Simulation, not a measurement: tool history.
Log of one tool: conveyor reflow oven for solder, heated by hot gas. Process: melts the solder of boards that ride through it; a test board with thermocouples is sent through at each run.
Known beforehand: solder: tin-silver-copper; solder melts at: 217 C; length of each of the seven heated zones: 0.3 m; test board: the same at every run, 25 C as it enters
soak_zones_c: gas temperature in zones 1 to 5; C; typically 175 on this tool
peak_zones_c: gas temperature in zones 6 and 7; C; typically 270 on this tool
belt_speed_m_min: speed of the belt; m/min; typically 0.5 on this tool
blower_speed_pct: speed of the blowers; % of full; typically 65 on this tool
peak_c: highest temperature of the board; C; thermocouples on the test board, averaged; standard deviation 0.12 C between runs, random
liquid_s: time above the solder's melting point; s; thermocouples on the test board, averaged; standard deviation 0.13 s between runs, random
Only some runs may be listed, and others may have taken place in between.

| run | hour | soak_zones_c | peak_zones_c | belt_speed_m_min | blower_speed_pct | peak_c | liquid_s |
|---|---|---|---|---|---|---|---|
| 1 | 0 | 175 | 270 | 0.5 | 65 | 246.5 | 47.9 |
| 2 | 47.9 | 175 | 270 | 0.5 | 65 | 246.3 | 47.7 |
| 3 | 91.8 | 175 | 270 | 0.5 | 65 | 246.2 | 47.6 |
|  | 153.7 | thermocouples of zones 6 and 7 changed |
| 4 | 153.7 | 175 | 270 | 0.5 | 65 | 245.2 | 46.7 |
| 5 | 212.5 | 175 | 270 | 0.5 | 65 | 245 | 46.7 |
|  | 222.6 | flux residue cleaned out of gas plates and filters |
| 6 | 296.6 | 175 | 270 | 0.5 | 65 | 244.3 | 45.7 |
| 7 | 334.2 | 175 | 270 | 0.5 | 65 | 244.1 | 45.3 |
| 8 | 415.8 | 175 | 270 | 0.5 | 65 | 243.9 | 45.6 |
| 9 | 477.9 | 175 | 270 | 0.5 | 65 | 243.8 | 45.2 |
|  | 537.7 | flux residue cleaned out of gas plates and filters, once more |
| 10 | 570.7 | 189 | 270 | 0.5 | 65 | 250.3 | 57.3 |
| 11 | 638.4 | 175 | 270 | 0.536 | 65 | 244.1 | 43.1 |
| 12 | 682.6 | 175 | 270 | 0.536 | 65 | 244.3 | 42.6 |
| 13 | 744.4 | 175 | 270 | 0.536 | 65 | 244.4 | 42.7 |
| 14 | 834.1 | 175 | 270 | 0.536 | 65 | 243.8 | 42.5 |
| 15 | 918.3 | 174 | 270 | 0.536 | 65 | 243.6 | 41.8 |
| 16 | 970.6 | 160 | 259 | 0.412 | 80 | 245.3 | 56.4 |
| 17 | 1030.7 | 175 | 270 | 0.5 | 63 | 245.8 | 47.5 |
| 18 | 1085.4 | 175 | 268 | 0.575 | 65 | 238.8 | 34.4 |
| 19 | 1128.5 | 166 | 270 | 0.423 | 65 | 250.2 | 59.2 |
| 20 | 1206.2 | 175 | 258 | 0.478 | 64 | 237.9 | 42.3 |

Here are 3 independent what-if runs from the current tool condition. What would each one return?
| A | 1259.5 | 175 | 270 | 0.544 | 84 | ? | ? |
| B | 1259.5 | 163 | 272 | 0.5 | 65 | ? | ? |
| C | 1259.5 | 161 | 258 | 0.533 | 54 | ? | ? |

| run | peak_c | liquid_s |
|---|---|---|
| A | 248.7 | 47.2 |
| B | 244.7 | 42.9 |
| C | 225.4 | 15.6 |
Stripped of hidden state, with their random variation kept, the same runs would have yielded:
| run | peak_c | liquid_s |
|---|---|---|
| A | 250.3 | 47.8 |
| B | 246.1 | 43.7 |
| C | 226.6 | 17.3 |
